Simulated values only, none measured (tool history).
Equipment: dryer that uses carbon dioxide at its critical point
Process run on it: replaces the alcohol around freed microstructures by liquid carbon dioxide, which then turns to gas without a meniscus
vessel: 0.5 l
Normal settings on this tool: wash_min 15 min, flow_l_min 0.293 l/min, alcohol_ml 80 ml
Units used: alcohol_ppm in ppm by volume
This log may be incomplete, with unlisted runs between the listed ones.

run	hour	wash_min	flow_l_min	alcohol_ml	alcohol_ppm
1	0	15	0.293	80	296
2	66.9	10	0.293	80	1529
3	124.6	10	0.293	80	1519
4	166.4	10	0.293	80	1560
# hour 210.2: inlet filter changed
5	219.9	20	0.293	80	198
6	254.8	17	0.293	80	226
7	289.7	15	0.293	80	281
8	329.3	15	0.293	80	291
9	356.6	15	0.293	80	290
10	406.6	15	0.293	80	300
11	451.1	15	0.293	80	301
12	504.6	15	0.293	63	293
13	562	15	0.293	63	308
14	600.3	15	0.293	63	311
15	666.7	15	0.239	80	591
16	699.9	12	0.293	80	653
17	758.1	9	0.267	80	2950
18	799.9	9	0.267	80	3009
19	839.5	9	0.267	80	2992
20	896.2	22	0.435	83	265
21	938.6	15	0.231	80	747
22	974.1	15	0.231	80	758
23	1019.1	15	0.231	80	733
# hour 1051.3: purifier's bed changed
24	1062	19	0.247	39	30
25	1106.8	19	0.247	39	43
26	1153.1	19	0.304	56	26
27	1208.6	15	0.414	58	29
28	1266.9	17	0.472	80	40
29	1299.3	10	0.271	51	1183
30	1352.6	10	0.271	51	1196
31	1380.8	23	0.271	84	58
32	1410.2	14	0.462	108	51

Below are 4 alternative next runs, each starting from the tool's condition after run 32. Predict each:
A	1443.3	15	0.462	88	?
B	1443.3	16	0.462	24	?
C	1443.3	14	0.181	108	?
D	1443.3	17	0.305	77	?

run	alcohol_ppm
A	61
B	45
C	3268
D	81
Had the tool no hidden state, the same runs would have come out as:
run	alcohol_ppm
A	11
B	0
C	2426
D	19
